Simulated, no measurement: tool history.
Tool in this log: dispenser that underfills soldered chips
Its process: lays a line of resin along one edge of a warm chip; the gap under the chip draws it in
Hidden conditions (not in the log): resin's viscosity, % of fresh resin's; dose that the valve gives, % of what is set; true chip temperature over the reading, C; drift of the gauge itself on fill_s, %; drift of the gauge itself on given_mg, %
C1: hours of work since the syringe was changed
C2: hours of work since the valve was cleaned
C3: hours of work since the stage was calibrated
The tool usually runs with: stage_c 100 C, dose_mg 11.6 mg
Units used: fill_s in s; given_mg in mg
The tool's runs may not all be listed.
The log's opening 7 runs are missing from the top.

{"run": 8, "hour": 27.9, "stage_c": 100, "dose_mg": 11.6, "C1": 9, "C2": 53, "C3": 141, "fill_s": 47.0, "given_mg": 11.19}
{"hour": 29.8, "done": "new syringe of resin"}
{"run": 9, "hour": 33.8, "stage_c": 100, "dose_mg": 11.6, "C1": 3, "C2": 57, "C3": 145, "fill_s": 35.7, "given_mg": 11.22}
{"run": 10, "hour": 38.2, "stage_c": 100, "dose_mg": 11.6, "C1": 6, "C2": 60, "C3": 148, "fill_s": 39.4, "given_mg": 11.25}
{"run": 11, "hour": 41.7, "stage_c": 100, "dose_mg": 11.6, "C1": 8, "C2": 63, "C3": 151, "fill_s": 44.6, "given_mg": 11.21}
{"hour": 45.2, "done": "new syringe of resin"}
{"run": 12, "hour": 46.6, "stage_c": 100, "dose_mg": 11.6, "C1": 1, "C2": 66, "C3": 154, "fill_s": 32.6, "given_mg": 11.24}
{"run": 13, "hour": 52.1, "stage_c": 100, "dose_mg": 11.6, "C1": 5, "C2": 70, "C3": 158, "fill_s": 38.6, "given_mg": 11.27}
{"run": 14, "hour": 57.2, "stage_c": 100, "dose_mg": 11.6, "C1": 8, "C2": 73, "C3": 161, "fill_s": 43.3, "given_mg": 11.1}
{"hour": 60.6, "done": "new syringe of resin"}
{"run": 15, "hour": 62.1, "stage_c": 100, "dose_mg": 11.6, "C1": 1, "C2": 76, "C3": 164, "fill_s": 33.1, "given_mg": 11.07}
{"run": 16, "hour": 66.6, "stage_c": 110, "dose_mg": 11.6, "C1": 4, "C2": 80, "C3": 168, "fill_s": 23.9, "given_mg": 11.11}
{"run": 17, "hour": 69.9, "stage_c": 100, "dose_mg": 11.6, "C1": 6, "C2": 82, "C3": 170, "fill_s": 40.7, "given_mg": 11.09}
{"run": 18, "hour": 73.6, "stage_c": 100, "dose_mg": 11.6, "C1": 9, "C2": 84, "C3": 172, "fill_s": 44.9, "given_mg": 11.04}
{"hour": 75.9, "done": "new syringe of resin"}
{"run": 19, "hour": 76.7, "stage_c": 112, "dose_mg": 12.6, "C1": 1, "C2": 86, "C3": 174, "fill_s": 19.6, "given_mg": 12.13}
{"run": 20, "hour": 79.6, "stage_c": 108, "dose_mg": 10.7, "C1": 3, "C2": 88, "C3": 176, "fill_s": 26.1, "given_mg": 10.22}
{"run": 21, "hour": 83.8, "stage_c": 102, "dose_mg": 14.2, "C1": 5, "C2": 91, "C3": 179, "fill_s": 35.6, "given_mg": 13.46}
{"run": 22, "hour": 88.1, "stage_c": 102, "dose_mg": 14.2, "C1": 8, "C2": 94, "C3": 182, "fill_s": 40.0, "given_mg": 13.68}
{"hour": 91.5, "done": "new syringe of resin"}
{"run": 23, "hour": 92.9, "stage_c": 109, "dose_mg": 11.0, "C1": 1, "C2": 97, "C3": 185, "fill_s": 23.1, "given_mg": 10.49}
{"run": 24, "hour": 98.4, "stage_c": 109, "dose_mg": 11.0, "C1": 5, "C2": 101, "C3": 189, "fill_s": 26.5, "given_mg": 10.48}
{"run": 25, "hour": 102.6, "stage_c": 93, "dose_mg": 12.3, "C1": 8, "C2": 104, "C3": 192, "fill_s": 57.8, "given_mg": 11.79}
{"hour": 106.8, "done": "new syringe of resin"}
{"run": 26, "hour": 107.5, "stage_c": 93, "dose_mg": 12.3, "C1": 1, "C2": 107, "C3": 195, "fill_s": 43.7, "given_mg": 11.59}
{"run": 27, "hour": 111.3, "stage_c": 93, "dose_mg": 15.1, "C1": 3, "C2": 110, "C3": 198, "fill_s": 47.9, "given_mg": 14.32}
{"run": 28, "hour": 114.4, "stage_c": 93, "dose_mg": 15.1, "C1": 5, "C2": 112, "C3": 200, "fill_s": 51.9, "given_mg": 14.18}

Forecast run 29:
{"run": 29, "hour": 120.0, "stage_c": 86, "dose_mg": 12.2, "C1": 9, "C2": 116, "C3": 204, "fill_s": "?", "given_mg": "?"}

fill_s: 84.1 s
given_mg: 11.50 mg
Without the tool's hidden state the same run would have given fill_s 60.5 s, given_mg 12.22 mg.
